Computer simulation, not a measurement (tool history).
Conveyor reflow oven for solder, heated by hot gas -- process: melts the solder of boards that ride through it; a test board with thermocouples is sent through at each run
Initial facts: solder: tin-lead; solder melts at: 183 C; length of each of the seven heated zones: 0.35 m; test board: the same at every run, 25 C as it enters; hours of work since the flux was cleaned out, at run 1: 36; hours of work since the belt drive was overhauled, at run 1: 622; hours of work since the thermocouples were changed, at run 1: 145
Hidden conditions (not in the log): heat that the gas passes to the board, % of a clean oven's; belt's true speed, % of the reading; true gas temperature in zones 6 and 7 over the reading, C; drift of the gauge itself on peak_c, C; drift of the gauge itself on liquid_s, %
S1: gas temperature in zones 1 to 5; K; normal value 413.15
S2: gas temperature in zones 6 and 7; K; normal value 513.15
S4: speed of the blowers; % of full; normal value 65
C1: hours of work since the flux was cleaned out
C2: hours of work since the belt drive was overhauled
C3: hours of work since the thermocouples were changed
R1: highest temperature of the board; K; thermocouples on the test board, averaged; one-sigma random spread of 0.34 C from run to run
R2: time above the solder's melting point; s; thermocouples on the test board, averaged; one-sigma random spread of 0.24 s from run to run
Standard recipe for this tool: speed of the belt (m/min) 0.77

{"run": 1, "day": 0.0, "S1": 413.15, "S2": 513.15, "speed of the belt (m/min)": 0.77, "S4": 65, "C1": 36, "C2": 622, "C3": 145, "R1": 489.35, "R2": 41.2}
{"run": 2, "day": 3.071, "S1": 413.15, "S2": 513.15, "speed of the belt (m/min)": 0.77, "S4": 65, "C1": 88, "C2": 674, "C3": 197, "R1": 489.85, "R2": 40.6}
{"run": 3, "day": 6.812, "S1": 413.15, "S2": 513.15, "speed of the belt (m/min)": 0.77, "S4": 65, "C1": 152, "C2": 738, "C3": 260, "R1": 487.95, "R2": 40}
{"run": 4, "day": 10.275, "S1": 413.15, "S2": 513.15, "speed of the belt (m/min)": 0.77, "S4": 65, "C1": 211, "C2": 797, "C3": 319, "R1": 487.35, "R2": 39.2}
{"run": 5, "day": 14.358, "S1": 413.15, "S2": 513.15, "speed of the belt (m/min)": 0.77, "S4": 65, "C1": 280, "C2": 866, "C3": 388, "R1": 486.05, "R2": 39}
{"run": 6, "day": 17.633, "S1": 413.15, "S2": 513.15, "speed of the belt (m/min)": 0.77, "S4": 65, "C1": 335, "C2": 921, "C3": 444, "R1": 485.75, "R2": 38.2}
{"run": 7, "day": 20.738, "S1": 413.15, "S2": 513.15, "speed of the belt (m/min)": 0.77, "S4": 65, "C1": 388, "C2": 974, "C3": 497, "R1": 485.65, "R2": 38.3}
{"day": 23.767, "done": "flux residue cleaned out of gas plates and filters"}
{"run": 8, "day": 23.767, "S1": 413.15, "S2": 513.15, "speed of the belt (m/min)": 0.77, "S4": 65, "C1": 0, "C2": 1022, "C3": 544, "R1": 490.35, "R2": 41.2}
{"run": 9, "day": 26.262, "S1": 413.15, "S2": 525.15, "speed of the belt (m/min)": 0.663, "S4": 76, "C1": 42, "C2": 1064, "C3": 587, "R1": 508.55, "R2": 58.1}
{"day": 29.554, "done": "belt drive overhauled, speed set with a stopwatch"}
{"run": 10, "day": 30.583, "S1": 407.15, "S2": 515.15, "speed of the belt (m/min)": 0.895, "S4": 55, "C1": 113, "C2": 17, "C3": 657, "R1": 475.65, "R2": 22.6}
{"day": 30.846, "done": "thermocouples of zones 6 and 7 changed"}
{"run": 11, "day": 33.454, "S1": 417.15, "S2": 515.15, "speed of the belt (m/min)": 0.895, "S4": 55, "C1": 160, "C2": 65, "C3": 44, "R1": 480.35, "R2": 28.7}

Run 12 is up next; what results do you expect?
{"run": 12, "day": 37.579, "S1": 415.15, "S2": 513.15, "speed of the belt (m/min)": 0.77, "S4": 65, "C1": 230, "C2": 135, "C3": 114, "R1": "?", "R2": "?"}

{"run 12": {"R1": 489.05, "R2": 40}}
With no hidden state in the tool, this same run would have given R1 491.05 K, R2 41.2 s.

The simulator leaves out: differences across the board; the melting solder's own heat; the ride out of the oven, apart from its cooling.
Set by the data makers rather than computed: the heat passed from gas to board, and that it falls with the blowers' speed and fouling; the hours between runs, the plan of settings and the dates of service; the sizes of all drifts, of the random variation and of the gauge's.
